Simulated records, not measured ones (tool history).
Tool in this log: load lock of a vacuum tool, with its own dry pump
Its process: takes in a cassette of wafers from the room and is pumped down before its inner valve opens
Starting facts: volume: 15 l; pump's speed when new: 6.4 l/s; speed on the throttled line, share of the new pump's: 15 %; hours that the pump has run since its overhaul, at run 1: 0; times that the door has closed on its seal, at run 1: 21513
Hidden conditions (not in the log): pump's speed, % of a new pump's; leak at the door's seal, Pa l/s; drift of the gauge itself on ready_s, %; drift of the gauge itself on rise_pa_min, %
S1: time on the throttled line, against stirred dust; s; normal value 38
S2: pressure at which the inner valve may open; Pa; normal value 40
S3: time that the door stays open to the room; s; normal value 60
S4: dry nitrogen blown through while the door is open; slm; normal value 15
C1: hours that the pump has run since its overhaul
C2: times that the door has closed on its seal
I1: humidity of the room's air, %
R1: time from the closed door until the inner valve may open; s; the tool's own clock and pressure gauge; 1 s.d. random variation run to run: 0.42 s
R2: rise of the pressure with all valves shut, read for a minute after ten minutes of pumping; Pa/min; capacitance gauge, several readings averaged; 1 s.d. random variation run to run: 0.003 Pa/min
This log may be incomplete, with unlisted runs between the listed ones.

| run | hour | S1 | S2 | S3 | S4 | C1 | C2 | I1 | R1 | R2 |
|---|---|---|---|---|---|---|---|---|---|---|
| 1 | 0.0 | 38 | 40 | 60 | 15 | 0 | 21513 | 47.0 | 50.8 | 0.129 |
| 2 | 80.3 | 38 | 40 | 60 | 15 | 80 | 21892 | 46.4 | 50.5 | 0.121 |
| 3 | 193.1 | 38 | 40 | 60 | 15 | 193 | 22424 | 45.7 | 51.0 | 0.127 |
| 4 | 307.9 | 38 | 40 | 60 | 15 | 308 | 22965 | 44.6 | 50.5 | 0.122 |
| 5 | 423.3 | 38 | 40 | 60 | 15 | 423 | 23510 | 48.7 | 51.1 | 0.128 |
| 6 | 570.4 | 60 | 40 | 60 | 5 | 570 | 24204 | 47.2 | 69.1 | 0.147 |
| 7 | 677.0 | 20 | 40 | 60 | 15 | 677 | 24707 | 45.2 | 35.8 | 0.136 |
| 8 | 784.9 | 26 | 70 | 60 | 15 | 785 | 25216 | 46.9 | 40.0 | 0.134 |
| 9 | 930.1 | 26 | 70 | 60 | 15 | 930 | 25901 | 46.5 | 39.4 | 0.142 |
| 10 | 1034.2 | 54 | 70 | 30 | 15 | 1034 | 26392 | 45.8 | 62.7 | 0.132 |

Some steps in R2 between neighbouring runs. How much of each would the tool show without its hidden state too (settings, what came in, random variation), and how much is left for the hidden state, with any gauge scatter that isn't in both results?
Run 2 -> 3: nothing adjusted, nothing logged. R2 +0.006 Pa/min: hidden state +0.006, all else +0.000.
Run 5 -> 6: S1 38 -> 60, S4 15 -> 5. R2 +0.019 Pa/min: hidden state +0.004, all else +0.015.

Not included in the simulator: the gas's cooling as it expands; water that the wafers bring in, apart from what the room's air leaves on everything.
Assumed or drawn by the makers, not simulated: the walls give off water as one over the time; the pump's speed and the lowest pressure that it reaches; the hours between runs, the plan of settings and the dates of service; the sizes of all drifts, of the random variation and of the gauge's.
